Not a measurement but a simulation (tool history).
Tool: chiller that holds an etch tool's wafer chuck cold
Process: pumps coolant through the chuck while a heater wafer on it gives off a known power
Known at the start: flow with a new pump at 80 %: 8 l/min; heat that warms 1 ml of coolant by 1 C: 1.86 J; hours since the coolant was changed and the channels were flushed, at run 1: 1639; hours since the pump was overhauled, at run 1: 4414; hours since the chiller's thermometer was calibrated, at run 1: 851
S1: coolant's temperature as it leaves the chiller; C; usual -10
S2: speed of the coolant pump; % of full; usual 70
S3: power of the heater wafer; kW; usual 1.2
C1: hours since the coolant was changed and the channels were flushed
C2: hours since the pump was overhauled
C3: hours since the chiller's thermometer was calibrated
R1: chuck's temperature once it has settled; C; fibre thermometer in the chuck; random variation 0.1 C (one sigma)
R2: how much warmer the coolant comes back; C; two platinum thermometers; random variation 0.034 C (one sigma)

run 1 hour=0 | S1=-10 S2=70 S3=1.2 | C1=1639 C2=4414 C3=851 | R1=3.7 R2=5.55
run 2 hour=69.7 | S1=-10 S2=70 S3=1.2 | C1=1708 C2=4483 C3=920 | R1=3.7 R2=5.48
run 3 hour=159.7 | S1=-10 S2=70 S3=1.2 | C1=1798 C2=4573 C3=1011 | R1=3.8 R2=5.54
run 4 hour=238.3 | S1=-10 S2=70 S3=1.2 | C1=1877 C2=4652 C3=1089 | R1=3.9 R2=5.44
run 5 hour=354.3 | S1=-10 S2=70 S3=1.2 | C1=1993 C2=4768 C3=1205 | R1=3.9 R2=5.45
run 6 hour=489.6 | S1=-10 S2=70 S3=1.2 | C1=2128 C2=4903 C3=1340 | R1=3.7 R2=5.53
run 7 hour=619.9 | S1=-11 S2=70 S3=1.2 | C1=2258 C2=5034 C3=1471 | R1=2.7 R2=5.55
run 8 hour=749.4 | S1=-11 S2=61 S3=1.2 | C1=2388 C2=5163 C3=1600 | R1=4 R2=6.28
run 9 hour=875.2 | S1=-10 S2=70 S3=1.2 | C1=2514 C2=5289 C3=1726 | R1=3.7 R2=5.48
run 10 hour=1009.6 | S1=-10 S2=70 S3=1.2 | C1=2648 C2=5423 C3=1860 | R1=3.6 R2=5.56
run 11 hour=1145.7 | S1=-10 S2=70 S3=0.759 | C1=2784 C2=5559 C3=1996 | R1=-1.2 R2=3.48
run 12 hour=1260.8 | S1=-10 S2=70 S3=0.858 | C1=2899 C2=5674 C3=2112 | R1=-0.1 R2=3.91
run 13 hour=1333.5 | S1=-10 S2=70 S3=0.858 | C1=2972 C2=5747 C3=2184 | R1=-0.3 R2=3.96
run 14 hour=1402.3 | S1=-10 S2=70 S3=0.858 | C1=3041 C2=5816 C3=2253 | R1=-0.2 R2=3.98
run 15 hour=1464.7 | S1=-7 S2=70 S3=0.858 | C1=3103 C2=5878 C3=2316 | R1=2.8 R2=3.97
run 16 hour=1528.2 | S1=-10 S2=70 S3=1.2 | C1=3167 C2=5942 C3=2379 | R1=3.9 R2=5.55
run 17 hour=1653.2 | S1=-2 S2=70 S3=0.752 | C1=3292 C2=6067 C3=2504 | R1=6.7 R2=3.47
run 18 hour=1758.4 | S1=-13 S2=95 S3=1.063 | C1=3397 C2=6172 C3=2609 | R1=-2.9 R2=3.59
run 19 hour=1845.1 | S1=-13 S2=95 S3=1.222 | C1=3484 C2=6259 C3=2696 | R1=-1.3 R2=4.19
run 20 hour=1950.1 | S1=-13 S2=95 S3=1.222 | C1=3589 C2=6364 C3=2801 | R1=-1.3 R2=4.23
run 21 hour=2067.9 | S1=-15 S2=73 S3=1.401 | C1=3706 C2=6482 C3=2919 | R1=0.9 R2=6.19
run 22 hour=2172.1 | S1=-18 S2=79 S3=1.401 | C1=3811 C2=6586 C3=3023 | R1=-3 R2=5.72
run 23 hour=2236.2 | S1=-18 S2=73 S3=0.693 | C1=3875 C2=6650 C3=3087 | R1=-10.2 R2=3.05
-- hour=2367.9 coolant pump overhauled
run 24 hour=2376.4 | S1=-10 S2=62 S3=0.712 | C1=4010 C2=9 C3=3222 | R1=-1.3 R2=3.67
run 25 hour=2459 | S1=-10 S2=82 S3=1.2 | C1=4093 C2=91 C3=3305 | R1=2.5 R2=4.67
run 26 hour=2590 | S1=-10 S2=91 S3=1.388 | C1=4224 C2=222 C3=3436 | R1=3.5 R2=4.93
run 27 hour=2660.4 | S1=-9 S2=70 S3=1.2 | C1=4294 C2=292 C3=3506 | R1=4.8 R2=5.47
run 28 hour=2752.3 | S1=-15 S2=70 S3=0.991 | C1=4386 C2=384 C3=3598 | R1=-3.7 R2=4.55
run 29 hour=2825.3 | S1=0 S2=86 S3=1.2 | C1=4459 C2=457 C3=3671 | R1=12.2 R2=4.48
run 30 hour=2917.6 | S1=0 S2=86 S3=1.2 | C1=4551 C2=550 C3=3763 | R1=12.2 R2=4.49
run 31 hour=2989.2 | S1=0 S2=86 S3=1.2 | C1=4623 C2=621 C3=3835 | R1=12.2 R2=4.5

How the hidden state differs across the entries between the runs, from the last listed run before each to the first after it:
Between runs 23 and 24: coolant pump overhauled (hour 2367.9)
  flow at a given pump speed, % of a new pump's: 99.6 -> 100

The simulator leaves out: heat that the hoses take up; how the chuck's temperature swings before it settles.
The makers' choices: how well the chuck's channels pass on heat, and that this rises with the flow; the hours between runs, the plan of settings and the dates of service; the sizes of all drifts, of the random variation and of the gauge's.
